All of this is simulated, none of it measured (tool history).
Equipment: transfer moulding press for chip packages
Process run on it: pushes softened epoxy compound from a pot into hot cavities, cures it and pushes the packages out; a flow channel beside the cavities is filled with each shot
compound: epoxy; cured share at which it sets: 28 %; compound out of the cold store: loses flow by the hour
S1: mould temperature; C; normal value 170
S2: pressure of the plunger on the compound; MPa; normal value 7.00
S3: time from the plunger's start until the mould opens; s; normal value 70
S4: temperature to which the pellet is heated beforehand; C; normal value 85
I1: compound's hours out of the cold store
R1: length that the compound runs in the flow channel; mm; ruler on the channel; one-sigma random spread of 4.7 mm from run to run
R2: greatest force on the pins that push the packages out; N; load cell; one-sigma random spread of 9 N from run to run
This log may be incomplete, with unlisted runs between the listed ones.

| run | day | S1 | S2 | S3 | S4 | I1 | R1 | R2 |
|---|---|---|---|---|---|---|---|---|
| 1 | 0.000 | 170 | 7.00 | 70 | 85 | 39.9 | 709 | 531 |
|  | 0.808 | cavities cleaned with cleaning compound and waxed |
|  | 2.483 | cavities cleaned with cleaning compound and waxed |
| 2 | 3.900 | 171 | 7.00 | 70 | 85 | 12.1 | 872 | 586 |
|  | 4.162 | cavities cleaned with cleaning compound and waxed |
|  | 5.996 | cavities cleaned with cleaning compound and waxed |
| 3 | 7.154 | 171 | 7.00 | 70 | 85 | 13.6 | 841 | 569 |
|  | 7.717 | cavities cleaned with cleaning compound and waxed |
|  | 9.704 | cavities cleaned with cleaning compound and waxed |
| 4 | 10.204 | 170 | 6.16 | 70 | 85 | 29.9 | 690 | 500 |
|  | 10.992 | plunger's sealing rings changed |
|  | 11.729 | cavities cleaned with cleaning compound and waxed |
|  | 13.458 | cavities cleaned with cleaning compound and waxed |
| 5 | 13.662 | 170 | 6.16 | 70 | 85 | 46.5 | 651 | 429 |
|  | 15.262 | cavities cleaned with cleaning compound and waxed |
| 6 | 16.083 | 170 | 6.16 | 70 | 85 | 29.8 | 737 | 547 |
|  | 17.008 | cavities cleaned with cleaning compound and waxed |
| 7 | 17.925 | 170 | 7.00 | 84 | 85 | 19.0 | 842 | 494 |
|  | 18.892 | cavities cleaned with cleaning compound and waxed |
| 8 | 20.325 | 170 | 7.00 | 84 | 85 | 12.4 | 881 | 521 |
|  | 20.571 | cavities cleaned with cleaning compound and waxed |
|  | 22.104 | mould's thermocouples calibrated |
|  | 22.517 | cavities cleaned with cleaning compound and waxed |
| 9 | 22.808 | 170 | 7.00 | 84 | 85 | 13.0 | 881 | 412 |
|  | 24.367 | cavities cleaned with cleaning compound and waxed |
|  | 26.262 | cavities cleaned with cleaning compound and waxed |
| 10 | 26.867 | 170 | 7.00 | 84 | 85 | 35.4 | 708 | 437 |
|  | 28.125 | cavities cleaned with cleaning compound and waxed |
|  | 29.246 | plunger's sealing rings changed |
|  | 29.879 | cavities cleaned with cleaning compound and waxed |
| 11 | 30.867 | 170 | 5.31 | 84 | 85 | 42.8 | 625 | 485 |
|  | 31.796 | cavities cleaned with cleaning compound and waxed |
|  | 33.683 | cavities cleaned with cleaning compound and waxed |
| 12 | 34.546 | 170 | 7.72 | 70 | 85 | 45.9 | 725 | 523 |
|  | 35.508 | cavities cleaned with cleaning compound and waxed |
| 13 | 36.579 | 164 | 6.10 | 67 | 92 | 24.2 | 773 | 873 |
|  | 37.471 | cavities cleaned with cleaning compound and waxed |
| 14 | 38.429 | 164 | 6.10 | 67 | 92 | 46.3 | 633 | 787 |
|  | 39.188 | cavities cleaned with cleaning compound and waxed |
|  | 41.071 | cavities cleaned with cleaning compound and waxed |
| 15 | 42.058 | 177 | 5.41 | 70 | 85 | 8.4 | 784 | 491 |
|  | 42.983 | cavities cleaned with cleaning compound and waxed |
|  | 44.658 | mould's thermocouples calibrated, once more |
|  | 44.721 | cavities cleaned with cleaning compound and waxed |
|  | 46.425 | cavities cleaned with cleaning compound and waxed |
| 16 | 46.425 | 168 | 5.27 | 70 | 84 | 17.9 | 701 | 452 |
|  | 47.596 | plunger's sealing rings changed |
|  | 48.408 | cavities cleaned with cleaning compound and waxed |
| 17 | 49.425 | 170 | 7.00 | 60 | 86 | 20.5 | 851 | 728 |
|  | 50.138 | cavities cleaned with cleaning compound and waxed |
|  | 51.883 | cavities cleaned with cleaning compound and waxed |
| 18 | 52.300 | 170 | 6.23 | 60 | 86 | 14.3 | 827 | 626 |
|  | 53.733 | cavities cleaned with cleaning compound and waxed |
| 19 | 54.796 | 177 | 8.60 | 70 | 83 | 41.0 | 775 | 487 |
|  | 55.679 | cavities cleaned with cleaning compound and waxed |
|  | 57.358 | cavities cleaned with cleaning compound and waxed |
| 20 | 57.621 | 178 | 5.51 | 70 | 85 | 20.5 | 718 | 380 |

Run 21, settings as shown, results not yet in. Your forecast:
|  | 59.154 | cavities cleaned with cleaning compound and waxed |
|  | 60.867 | cavities cleaned with cleaning compound and waxed |
| 21 | 61.125 | 178 | 5.51 | 70 | 85 | 45.1 | ? | ? |

Logged for run 21: R1 575 mm, R2 393 N.
Minus the tool's unlogged condition, the same run would have read R1 620 mm, R2 347 N.

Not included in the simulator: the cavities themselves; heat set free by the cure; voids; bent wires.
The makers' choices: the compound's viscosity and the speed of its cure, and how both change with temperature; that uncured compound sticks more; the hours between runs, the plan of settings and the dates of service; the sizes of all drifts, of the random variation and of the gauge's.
